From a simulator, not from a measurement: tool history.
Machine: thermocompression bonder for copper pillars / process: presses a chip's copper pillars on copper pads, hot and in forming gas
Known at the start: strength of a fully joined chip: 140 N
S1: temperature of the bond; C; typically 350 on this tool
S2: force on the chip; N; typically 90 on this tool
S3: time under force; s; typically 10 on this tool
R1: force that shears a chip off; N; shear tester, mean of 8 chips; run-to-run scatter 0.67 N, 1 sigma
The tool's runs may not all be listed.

run,hour,S1,S2,S3,R1
1,0,350,90,10,101.3
2,10.7,350,90,22,117.8
3,22.9,350,90,10,101.7
4,33.3,350,90,23,118.2
5,43.5,350,90,10,99.5
6,62,350,90,10,97.6
7,78.5,350,90,10,97
8,94.1,350,90,10,96.6
9,103.1,350,90,10,97.1
10,118.3,356,90,10,96.8
# hour 131.8: forming gas filter changed
11,137.6,350,90,10,102.3
12,151.9,328,90,10,91.3
13,161.1,350,90,10,100.4
14,180,350,90,10,101
15,191.6,350,90,10,99.2
16,211.1,350,90,10,99.5
17,225.8,350,90,10,96.7
18,244.7,350,90,10,97.1
19,252.8,350,90,10,95.3
20,268.9,350,90,10,96.3
# hour 279.4: forming gas filter changed
21,282.2,350,90,10,104
22,290.4,350,90,10,102.8
23,299.2,372,82,10,108.6
24,309.3,338,58,12,86.2
25,324.8,338,58,12,85.6
26,334.3,350,132,10,111.7
27,354.1,350,132,10,110.2
28,372.1,358,89,10,102
29,386.2,358,83,10,98.3
30,401,358,81,10,96.7
31,414.4,358,81,10,95.8
# hour 427.4: forming gas filter changed
32,427.4,333,124,8,100
33,440.3,334,130,10,107.6
34,459.9,334,130,10,105.5
35,469.6,334,130,6,92.9
36,483.8,334,130,6,92
37,502.1,375,85,7,100.8
38,511.1,375,107,11,116
39,519.8,365,90,19,117.5

Here are 4 independent what-if runs from the current tool condition. What would each one return?
A,536.4,348,76,23,?
B,536.4,375,72,6,?
C,536.4,374,98,8,?
D,536.4,344,120,6,?

run,R1
A,111.2
B,91.2
C,105.9
D,92
Stripped of hidden state, with their random variation kept, the same runs would have yielded:
run,R1
A,115
B,93.5
C,109.4
D,94.2

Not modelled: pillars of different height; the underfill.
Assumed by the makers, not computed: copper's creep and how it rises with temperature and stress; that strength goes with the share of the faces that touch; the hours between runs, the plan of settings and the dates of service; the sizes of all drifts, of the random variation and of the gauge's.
